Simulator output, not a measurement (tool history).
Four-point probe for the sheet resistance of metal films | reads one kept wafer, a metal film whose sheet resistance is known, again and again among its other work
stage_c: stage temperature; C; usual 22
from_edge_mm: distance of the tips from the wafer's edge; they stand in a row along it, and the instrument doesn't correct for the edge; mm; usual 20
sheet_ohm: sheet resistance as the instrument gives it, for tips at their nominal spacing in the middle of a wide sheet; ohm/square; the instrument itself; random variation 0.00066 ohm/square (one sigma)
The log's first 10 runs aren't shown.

run,hour,stage_c,from_edge_mm,touches since the probe head was changed,hours of work since the stage's thermometer was calibrated,sheet_ohm
11,457.9,22,20,41456,1377,3.289424
12,495.0,22,20,42873,1399,3.289376
13,525.7,31,20,44044,1416,3.288060
14,562.6,30,20,45452,1437,3.287795
15,596.9,30,20,46764,1457,3.287971
16,646.8,30,20,48669,1485,3.287128
17,697.4,35,39,50602,1514,3.282768
18,726.4,22,12,51713,1531,3.292412
19,784.4,33,12,53925,1564,3.289217
20,813.7,28,17,55045,1581,3.286873
21,865.3,23,49,57018,1610,3.285585
# hour 870.8: stage's thermometer calibrated
22,904.0,27,49,58476,19,3.282880
23,947.8,27,11,60148,44,3.289617
24,982.1,27,11,61458,64,3.289111

Run 25 comes next. What will it give?
25,1007.7,27,11,62437,78,?

Run 25 gave sheet_ohm 3.287819 ohm/square.
Without the tool's hidden state the same run would have given sheet_ohm 3.283193 ohm/square.
